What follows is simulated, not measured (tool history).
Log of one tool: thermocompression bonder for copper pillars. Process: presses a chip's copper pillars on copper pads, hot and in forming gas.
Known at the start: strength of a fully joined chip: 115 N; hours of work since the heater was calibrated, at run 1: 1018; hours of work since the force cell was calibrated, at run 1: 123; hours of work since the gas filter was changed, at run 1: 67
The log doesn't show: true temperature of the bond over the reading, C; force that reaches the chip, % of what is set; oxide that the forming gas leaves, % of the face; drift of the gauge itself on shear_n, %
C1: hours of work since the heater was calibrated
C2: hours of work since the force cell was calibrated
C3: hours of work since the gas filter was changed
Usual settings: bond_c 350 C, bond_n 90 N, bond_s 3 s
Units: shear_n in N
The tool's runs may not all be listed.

run 1 hour=0.0 | bond_c=350 bond_n=90 bond_s=3 | C1=1018 C2=123 C3=67 | shear_n=52.7
run 2 hour=7.0 | bond_c=350 bond_n=90 bond_s=3 | C1=1021 C2=127 C3=71 | shear_n=53.1
run 3 hour=16.3 | bond_c=350 bond_n=90 bond_s=3 | C1=1026 C2=131 C3=75 | shear_n=52.1
run 4 hour=20.8 | bond_c=350 bond_n=90 bond_s=3 | C1=1028 C2=133 C3=77 | shear_n=52.8
run 5 hour=29.7 | bond_c=350 bond_n=90 bond_s=3 | C1=1032 C2=137 C3=81 | shear_n=51.6
run 6 hour=35.0 | bond_c=350 bond_n=90 bond_s=3 | C1=1035 C2=140 C3=84 | shear_n=52.3
run 7 hour=44.1 | bond_c=350 bond_n=90 bond_s=3 | C1=1039 C2=144 C3=88 | shear_n=51.2
run 8 hour=50.3 | bond_c=350 bond_n=90 bond_s=3 | C1=1042 C2=147 C3=91 | shear_n=52.5
run 9 hour=59.9 | bond_c=350 bond_n=67 bond_s=5 | C1=1046 C2=152 C3=96 | shear_n=48.3
-- hour=62.7 heater calibrated with a thermocouple chip
run 10 hour=72.5 | bond_c=378 bond_n=61 bond_s=3 | C1=5 C2=157 C3=101 | shear_n=49.0
run 11 hour=77.4 | bond_c=356 bond_n=94 bond_s=5 | C1=7 C2=159 C3=103 | shear_n=65.9
run 12 hour=83.4 | bond_c=325 bond_n=123 bond_s=2 | C1=10 C2=162 C3=106 | shear_n=41.7
run 13 hour=94.0 | bond_c=342 bond_n=126 bond_s=6 | C1=15 C2=167 C3=111 | shear_n=73.1
run 14 hour=101.9 | bond_c=350 bond_n=90 bond_s=2 | C1=19 C2=171 C3=115 | shear_n=43.0

4 ways to go on from here, each from the tool as it stands after run 14. What would each give?
run A hour=108.3 | bond_c=356 bond_n=90 bond_s=8 | C1=22 C2=174 C3=118 | shear_n=?
run B hour=108.3 | bond_c=346 bond_n=90 bond_s=2 | C1=22 C2=174 C3=118 | shear_n=?
run C hour=108.3 | bond_c=324 bond_n=90 bond_s=3 | C1=22 C2=174 C3=118 | shear_n=?
run D hour=108.3 | bond_c=331 bond_n=114 bond_s=7 | C1=22 C2=174 C3=118 | shear_n=?

run=A shear_n=71.9
run=B shear_n=39.9
run=C shear_n=35.2
run=D shear_n=63.1
Without the tool's hidden state the same runs would have given:
run=A shear_n=83.5
run=B shear_n=48.1
run=C shear_n=42.9
run=D shear_n=74.6
